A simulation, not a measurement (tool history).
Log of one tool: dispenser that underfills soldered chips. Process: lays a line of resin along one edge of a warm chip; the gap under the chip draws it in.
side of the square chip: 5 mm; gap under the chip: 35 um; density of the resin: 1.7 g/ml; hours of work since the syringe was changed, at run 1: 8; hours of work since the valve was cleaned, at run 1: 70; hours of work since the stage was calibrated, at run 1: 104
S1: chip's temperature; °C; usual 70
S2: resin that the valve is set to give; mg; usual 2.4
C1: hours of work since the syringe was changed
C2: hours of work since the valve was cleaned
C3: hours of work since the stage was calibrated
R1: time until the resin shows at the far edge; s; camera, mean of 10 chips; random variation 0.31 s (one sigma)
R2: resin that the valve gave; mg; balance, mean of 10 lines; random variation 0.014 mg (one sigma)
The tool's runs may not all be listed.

run	day	S1	S2	C1	C2	C3	R1	R2
1	0	70	2.4	8	70	104	16.8	2.25
# day 0.046: new syringe of resin
2	0.225	70	2.4	3	74	107	11.5	2.22
3	0.329	63	2.4	4	75	108	19	2.24
4	0.517	63	2.4	7	78	111	22.9	2.23
# day 0.625: new syringe of resin
5	0.721	55	2.4	1	81	114	24.2	2.24
6	0.833	78	2.4	3	82	116	8.1	2.21
7	0.988	70	2.4	5	85	118	14.1	2.21
# day 1.204: new syringe of resin
8	1.208	75	2.13	0	88	121	8.2	1.94
9	1.321	75	2.13	2	90	123	9.1	1.94
# day 1.467: dispensing valve cleaned and set on the balance
10	1.533	73	2.64	4	1	125	10.7	2.63
11	1.642	73	2.64	6	3	127	12.6	2.64
12	1.788	73	2.64	8	5	129	14.5	2.61
# day 1.825: new syringe of resin
13	1.958	73	2.64	2	7	132	9.4	2.63
14	2.075	60	2.57	4	9	133	20.5	2.56

How the hidden state differs across the entries between the runs, from the last listed run before each to the first after it:
Between runs 1 and 2: new syringe of resin (day 0.046)
  resin's viscosity, % of fresh resin's: 178.9 -> 122.4; dose that the valve gives, % of what is set: 93.32 -> 92.99; true chip temperature over the reading, C: -0.29 -> -0.3
  measured less the result without the state, R1: +7.6 -> +2.3 s; R2: -0.16 -> -0.17 mg
Between runs 4 and 5: new syringe of resin (day 0.625)
  resin's viscosity, % of fresh resin's: 168.7 -> 111.3; dose that the valve gives, % of what is set: 92.55 -> 92.28; true chip temperature over the reading, C: -0.33 -> -0.34
  measured less the result without the state, R1: +9.7 -> +3.1 s; R2: -0.18 -> -0.19 mg
Between runs 7 and 8: new syringe of resin (day 1.204)
  resin's viscosity, % of fresh resin's: 149.8 -> 102.5; dose that the valve gives, % of what is set: 91.92 -> 91.61; true chip temperature over the reading, C: -0.36 -> -0.37
  measured less the result without the state, R1: +5 -> +0.5 s; R2: -0.19 -> -0.18 mg
Between runs 9 and 10: dispensing valve cleaned and set on the balance (day 1.467)
  resin's viscosity, % of fresh resin's: 115.5 -> 139.8; dose that the valve gives, % of what is set: 91.45 -> 99.84; true chip temperature over the reading, C: -0.38 -> -0.39
  measured less the result without the state, R1: +1.5 -> +3.3 s; R2: -0.18 -> -0.01 mg
Between runs 12 and 13: new syringe of resin (day 1.825)
  resin's viscosity, % of fresh resin's: 185.1 -> 115.1; dose that the valve gives, % of what is set: 99.48 -> 99.28; true chip temperature over the reading, C: -0.41 -> -0.42
  measured less the result without the state, R1: +6.9 -> +1.4 s; R2: -0.01 -> -0.01 mg
